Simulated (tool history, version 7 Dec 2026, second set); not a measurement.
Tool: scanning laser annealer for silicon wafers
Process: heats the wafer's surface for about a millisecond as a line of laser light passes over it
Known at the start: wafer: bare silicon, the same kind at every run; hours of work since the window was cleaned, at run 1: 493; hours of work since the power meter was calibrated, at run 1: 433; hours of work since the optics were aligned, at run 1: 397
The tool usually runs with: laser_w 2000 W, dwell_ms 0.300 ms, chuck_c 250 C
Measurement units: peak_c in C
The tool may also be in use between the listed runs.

run	day	laser_w	dwell_ms	chuck_c	hours of work since the window was cleaned	hours of work since the power meter was calibrated	hours of work since the optics were aligned	peak_c
1	0.000	2000	0.300	250	493	433	397	1040
2	0.588	2000	0.300	250	503	443	407	1042
3	1.050	2000	0.300	250	510	450	414	1039
4	1.475	2000	0.300	250	517	457	421	1040
5	1.788	2000	0.300	250	522	463	426	1038
6	2.221	2000	0.300	250	529	470	434	1040
7	2.629	2000	0.300	250	536	476	440	1038
8	3.242	2000	0.300	250	546	486	450	1039
9	3.779	2000	0.300	246	555	495	459	1034
10	4.446	2000	0.300	219	566	506	470	1005
11	4.829	2000	0.300	219	572	512	476	1008
12	5.288	2000	0.300	219	579	520	484	1007
13	5.975	2000	0.300	219	591	531	495	1006
14	6.317	2066	0.300	250	596	537	500	1066
15	6.950	2000	0.224	214	607	547	511	883
16	7.642	1910	0.357	234	618	558	522	1051
17	8.283	1910	0.357	234	628	569	533	1056
18	8.567	2032	0.307	283	633	573	537	1093
19	9.133	2032	0.307	283	642	583	546	1093
20	9.779	2032	0.307	276	653	593	557	1087
21	10.067	2000	0.212	231	658	598	562	876
22	10.750	1724	0.212	278	669	609	573	815

Each row is a separate what-if for the run after 22, all from the same tool condition, not one after another. Results?
A	11.167	1785	0.269	284	675	616	580	?
B	11.167	2000	0.258	250	675	616	580	?
C	11.167	1828	0.300	230	675	616	580	?

run	peak_c
A	924
B	969
C	932
With the hidden condition removed and each run's random variation left untouched, the same runs would have given:
run	peak_c
A	947
B	994
C	957
